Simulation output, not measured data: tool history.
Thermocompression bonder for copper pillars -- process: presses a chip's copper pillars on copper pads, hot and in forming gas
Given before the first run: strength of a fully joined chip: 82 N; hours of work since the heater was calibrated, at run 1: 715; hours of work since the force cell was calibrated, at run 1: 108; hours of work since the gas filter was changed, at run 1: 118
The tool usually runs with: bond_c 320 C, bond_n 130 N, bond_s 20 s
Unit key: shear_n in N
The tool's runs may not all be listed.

run,hour,bond_c,bond_n,bond_s,hours of work since the heater was calibrated,hours of work since the force cell was calibrated,hours of work since the gas filter was changed,shear_n
1,0,320,130,20,715,108,118,48.8
2,10.4,320,130,20,721,114,124,48.9
3,21.4,320,130,32,728,121,131,54.2
4,31.6,320,130,32,735,128,138,55.8
5,40.4,320,130,32,740,133,143,55.4
6,47.8,320,130,32,745,138,148,54.8
7,57.9,320,130,20,751,144,154,48.3
8,64.2,320,130,20,755,148,158,47.8
9,69,320,130,20,758,151,161,49.2
10,80.2,326,130,20,765,158,168,49.5
11,89.4,326,81,20,771,164,174,38
12,96,326,81,20,775,168,178,37.3
13,101.3,326,81,20,778,171,182,35.9
14,107.1,326,81,20,782,175,185,36.1
15,116.6,326,81,20,788,181,191,35.7
16,123.7,326,81,20,793,185,196,36.4
17,130.8,320,130,15,797,190,200,42.8
18,139.3,320,130,15,802,195,205,43
19,150.2,320,130,20,809,202,212,47.3
20,158.7,320,130,33,814,207,218,54.1
21,170,341,130,30,822,214,225,58.8
22,177.8,341,130,30,827,219,230,58.7
23,187.8,341,119,40,833,226,236,59.2
24,198.2,304,109,29,839,232,242,39.6
25,205.1,328,96,29,844,237,247,45.3
26,215.7,292,164,13,850,243,253,35.8
27,222.6,341,99,30,855,248,258,51
# hour 227.6: heater calibrated with a thermocouple chip
28,231.9,326,160,16,3,252,262,53.6
29,242.4,342,135,17,9,259,269,55.2
30,251.9,320,167,31,15,265,275,60.4
31,260.4,320,167,31,21,270,280,60.7
32,269.2,314,91,57,26,276,286,50.4
33,273.8,314,91,57,29,278,289,50.7
34,283.6,314,91,57,35,285,295,49.6
35,292.6,314,91,57,41,290,300,50.8
36,297.9,332,168,34,44,294,304,63.9
37,303,332,112,16,47,297,307,45
38,309.9,332,112,16,52,301,311,44.1
39,315,320,115,17,55,304,315,42

What if the next run were any one of these 3? Each begins from the tool's condition after run 39:
A,321.3,302,161,17,59,308,318,?
B,321.3,320,144,17,59,308,318,?
C,321.3,320,97,20,59,308,318,?

run,shear_n
A,44.3
B,48.6
C,40.4
Take away the tool's hidden state, keep each run's random variation, and the runs would have read:
run,shear_n
A,50.4
B,55.1
C,45.9
